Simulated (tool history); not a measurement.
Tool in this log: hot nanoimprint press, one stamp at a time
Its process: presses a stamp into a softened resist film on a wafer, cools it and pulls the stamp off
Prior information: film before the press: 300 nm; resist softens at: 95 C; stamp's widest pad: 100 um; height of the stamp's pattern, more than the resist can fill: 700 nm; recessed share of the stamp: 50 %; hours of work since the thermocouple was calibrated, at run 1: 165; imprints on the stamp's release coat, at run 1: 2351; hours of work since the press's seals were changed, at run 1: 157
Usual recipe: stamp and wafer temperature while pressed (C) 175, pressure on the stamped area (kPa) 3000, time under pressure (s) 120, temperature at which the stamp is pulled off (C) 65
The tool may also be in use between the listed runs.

run   hour  stamp and wafer temperature while pressed (C)  pressure on the stamped area (kPa)  time under pressure (s)  temperature at which the stamp is pulled off (C)  hours of work since the thermocouple was calibrated  imprints on the stamp's release coat  hours of work since the press's seals were changed  resist left under the stamp's widest pad (nm)  greatest force while the stamp is pulled off (N)
  1      0                                            175                                3000                      120                                                65                                                  165                                  2351                                                 157                                          157.7                                               177
  2     13                                            175                                3000                      120                                                62                                                  173                                  2378                                                 164                                          156.1                                               185
  3   27.1                                            175                                3000                      131                                                65                                                  180                                  2408                                                 172                                          151.9                                               181
      41.9  -- stamp cleaned and given a new release coat
  4   47.1                                            175                                3000                      131                                                65                                                  188                                    11                                                 179                                          151.9                                               102
  5   55.2                                            175                                3000                      120                                                65                                                  193                                    27                                                 184                                          158.4                                                99
  6   74.2                                            175                                3000                      120                                                65                                                  203                                    67                                                 194                                          158.1                                                97
  7   82.4                                            175                                3000                      120                                                65                                                  208                                    84                                                 199                                          157.2                                                99
  8   98.9                                            175                                3000                      174                                                65                                                  217                                   118                                                 208                                          138.4                                               100
  9  109.8                                            175                                3000                      174                                                65                                                  223                                   141                                                 214                                          140.4                                               103
 10  125.7                                            175                                3000                      174                                                65                                                  232                                   174                                                 223                                          140.9                                               106
 11    142                                            175                                3000                      174                                                65                                                  241                                   207                                                 232                                          139.7                                               107
 12  154.1                                            183                                3000                      174                                                65                                                  247                                   233                                                 239                                            100                                               110
 13  163.6                                            183                                3000                      174                                                65                                                  253                                   252                                                 244                                           99.3                                               106
 14  180.6                                            183                                3000                      174                                                65                                                  262                                   288                                                 253                                           99.9                                               106
 15  188.7                                            183                                3000                      174                                                65                                                  267                                   304                                                 258                                          101.5                                               108
 16    207                                            184                                2120                      141                                                72                                                  277                                   342                                                 268                                          124.5                                               105
 17  217.9                                            184                                2120                      141                                                72                                                  283                                   365                                                 274                                          125.1                                               102
 18  229.1                                            175                                3000                      119                                                65                                                  289                                   388                                                 280                                          161.4                                               116
 19  244.3                                            175                                3000                      119                                                65                                                  297                                   420                                                 289                                          162.7                                               112
 20    258                                            165                                4630                      135                                                56                                                  305                                   448                                                 296                                            192                                               123
 21  271.4                                            175                                2290                      120                                                56                                                  312                                   476                                                 304                                          181.3                                               129
 22  289.4                                            175                                2290                       95                                                53                                                  322                                   513                                                 314                                          193.5                                               124
 23  304.1                                            180                                3000                      120                                                57                                                  331                                   544                                                 322                                          133.3                                               126
 24    320                                            177                                3000                       77                                                65                                                  339                                   577                                                 331                                          173.5                                               122
 25  328.6                                            175                                3000                       73                                                65                                                  344                                   594                                                 335                                          187.5                                               124
 26  340.9                                            164                                3000                      214                                                60                                                  351                                   620                                                 342                                          207.1                                               129
 27  355.8                                            171                                4360                      125                                                61                                                  359                                   651                                                 351                                          160.3                                               126
 28  374.8                                            171                                4360                      125                                                61                                                  370                                   690                                                 361                                          160.8                                               125
 29  389.3                                            171                                4360                      125                                                61                                                  378                                   720                                                 369                                            160                                               131

What if the next run were any one of these 4? Each begins from the tool's condition after run 29:
  A  402.9                                            171                                4360                      202                                                61                                                  385                                   749                                                 377                                              ?                                                 ?
  B  402.9                                            167                                3000                      189                                                65                                                  385                                   749                                                 377                                              ?                                                 ?
  C  402.9                                            174                                3000                      120                                                65                                                  385                                   749                                                 377                                              ?                                                 ?
  D  402.9                                            175                                3000                      120                                                69                                                  385                                   749                                                 377                                              ?                                                 ?

run  resist left under the stamp's widest pad (nm)  greatest force while the stamp is pulled off (N)
  A                                          137.3                                               128
  B                                          193.9                                               126
  C                                          169.9                                               130
  D                                          164.2                                               120
What these runs would have given with no unlogged condition in the tool:
run  resist left under the stamp's widest pad (nm)  greatest force while the stamp is pulled off (N)
  A                                          129.6                                               102
  B                                          184.9                                               101
  C                                          161.9                                               104
  D                                          156.3                                                96
